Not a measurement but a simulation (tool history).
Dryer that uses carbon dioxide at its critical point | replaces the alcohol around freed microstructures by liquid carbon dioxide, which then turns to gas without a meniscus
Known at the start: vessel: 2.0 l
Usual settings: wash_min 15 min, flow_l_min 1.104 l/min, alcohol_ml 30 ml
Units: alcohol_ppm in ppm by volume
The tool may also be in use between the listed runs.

run     day  wash_min  flow_l_min  alcohol_ml  alcohol_ppm
  1   0.000        15       1.104          30          117
  2   1.050        15       1.104          30          118
  3   2.025        15       1.104          30          126
  4   3.175        15       1.104          30          138
      3.450  -- inlet filter changed
  5   3.950        15       1.104          30           96
  6   4.746        15       1.104          34          123
  7   5.662        16       1.104          30          113
  8   6.267        10       1.104          30          369
  9   6.925        13       1.104          30          178
 10   8.150        11       1.104          30          295
 11   8.833        15       0.830          99          720
 12   9.912        10       0.830          45         1316
 13  10.767        21       1.470          28           95
 14  12.112        21       1.000          29          102

Forecast each of these 5 alternatives for the next run:
  A  12.712        10       0.950          29            ?
  B  12.712        10       1.440          41            ?
  C  12.712        21       1.510          29            ?
  D  12.712        21       0.690          75            ?
  E  12.712        22       1.040          30            ?

run  alcohol_ppm
  A          643
  B          246
  C          105
  D          346
  E          114
Without the tool's hidden state the same runs would have given:
run  alcohol_ppm
  A          476
  B          121
  C            9
  D          203
  E           15
